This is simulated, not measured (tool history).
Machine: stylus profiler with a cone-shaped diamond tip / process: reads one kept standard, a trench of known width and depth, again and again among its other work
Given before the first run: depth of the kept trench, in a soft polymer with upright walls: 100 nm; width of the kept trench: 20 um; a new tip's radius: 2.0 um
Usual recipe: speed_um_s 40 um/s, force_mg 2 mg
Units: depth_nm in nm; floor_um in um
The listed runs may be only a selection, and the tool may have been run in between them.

{"run": 1, "hour": 0.0, "speed_um_s": 40, "force_mg": 2, "depth_nm": 100.44, "floor_um": 18.4}
{"run": 2, "hour": 39.1, "speed_um_s": 40, "force_mg": 1.8, "depth_nm": 100.55, "floor_um": 18.42}
{"run": 3, "hour": 59.0, "speed_um_s": 40, "force_mg": 2, "depth_nm": 100.59, "floor_um": 18.38}
{"run": 4, "hour": 101.2, "speed_um_s": 40, "force_mg": 2, "depth_nm": 100.47, "floor_um": 18.45}
{"run": 5, "hour": 135.2, "speed_um_s": 40, "force_mg": 2, "depth_nm": 100.47, "floor_um": 18.44}
{"run": 6, "hour": 157.5, "speed_um_s": 40, "force_mg": 2, "depth_nm": 100.71, "floor_um": 18.38}
{"run": 7, "hour": 187.8, "speed_um_s": 40, "force_mg": 2, "depth_nm": 100.25, "floor_um": 18.44}
{"run": 8, "hour": 213.6, "speed_um_s": 40, "force_mg": 2, "depth_nm": 100.52, "floor_um": 18.38}
{"run": 9, "hour": 251.2, "speed_um_s": 40, "force_mg": 2, "depth_nm": 100.37, "floor_um": 18.41}
{"run": 10, "hour": 293.1, "speed_um_s": 40, "force_mg": 2, "depth_nm": 100.42, "floor_um": 18.4}
{"run": 11, "hour": 317.9, "speed_um_s": 40, "force_mg": 2, "depth_nm": 100.59, "floor_um": 18.37}
{"run": 12, "hour": 347.1, "speed_um_s": 40, "force_mg": 2, "depth_nm": 100.46, "floor_um": 18.33}
{"run": 13, "hour": 390.0, "speed_um_s": 40, "force_mg": 2, "depth_nm": 100.42, "floor_um": 18.41}
{"run": 14, "hour": 425.9, "speed_um_s": 40, "force_mg": 2, "depth_nm": 100.52, "floor_um": 18.39}
{"run": 15, "hour": 451.5, "speed_um_s": 40, "force_mg": 2, "depth_nm": 100.51, "floor_um": 18.33}
{"run": 16, "hour": 476.9, "speed_um_s": 40, "force_mg": 2, "depth_nm": 100.5, "floor_um": 18.34}
{"run": 17, "hour": 513.9, "speed_um_s": 27, "force_mg": 1.46, "depth_nm": 100.48, "floor_um": 18.4}
{"run": 18, "hour": 548.2, "speed_um_s": 37, "force_mg": 1.88, "depth_nm": 100.28, "floor_um": 18.31}
{"run": 19, "hour": 585.2, "speed_um_s": 40, "force_mg": 1.75, "depth_nm": 100.42, "floor_um": 18.34}
{"run": 20, "hour": 625.3, "speed_um_s": 40, "force_mg": 5.72, "depth_nm": 101.02, "floor_um": 18.39}
{"run": 21, "hour": 668.1, "speed_um_s": 40, "force_mg": 5.72, "depth_nm": 101.12, "floor_um": 18.46}
{"run": 22, "hour": 690.7, "speed_um_s": 32, "force_mg": 1.03, "depth_nm": 100.25, "floor_um": 18.29}
{"run": 23, "hour": 730.2, "speed_um_s": 62, "force_mg": 1.3, "depth_nm": 100.28, "floor_um": 18.12}
{"run": 24, "hour": 773.5, "speed_um_s": 62, "force_mg": 1.3, "depth_nm": 100.46, "floor_um": 18.02}
{"run": 25, "hour": 798.8, "speed_um_s": 62, "force_mg": 1.3, "depth_nm": 100.32, "floor_um": 18.14}
{"run": 26, "hour": 846.4, "speed_um_s": 12, "force_mg": 1.43, "depth_nm": 100.31, "floor_um": 18.47}
{"run": 27, "hour": 872.9, "speed_um_s": 17, "force_mg": 3.17, "depth_nm": 100.61, "floor_um": 18.56}
{"run": 28, "hour": 913.8, "speed_um_s": 77, "force_mg": 4.83, "depth_nm": 100.8, "floor_um": 18.28}
{"run": 29, "hour": 960.2, "speed_um_s": 77, "force_mg": 4.83, "depth_nm": 100.93, "floor_um": 18.28}

Some steps in depth_nm, run to run, broken into two amounts with sign: the step expected even without the hidden condition (settings, incoming material, random variation), and the rest, left for the hidden condition together with whatever gauge scatter is not in both the measured and the hidden-condition-free result:
The hidden state here: radius of the tip, um; height scale over the true one, %; drift of the gauge itself on depth_nm, %; drift of the gauge itself on floor_um, %.
Run 1 -> 2: force_mg 2 -> 1.8. depth_nm +0.11 nm: hidden state -0.01, all else +0.12.
Run 3 -> 4: nothing adjusted, nothing logged. depth_nm -0.12 nm: hidden state -0.01, all else -0.11.
Run 19 -> 20: force_mg 1.75 -> 5.72. depth_nm +0.6 nm: hidden state -0.01, all else +0.61.
Run 21 -> 22: speed_um_s 40 -> 32, force_mg 5.72 -> 1.03. depth_nm -0.87 nm: hidden state +0, all else -0.87.
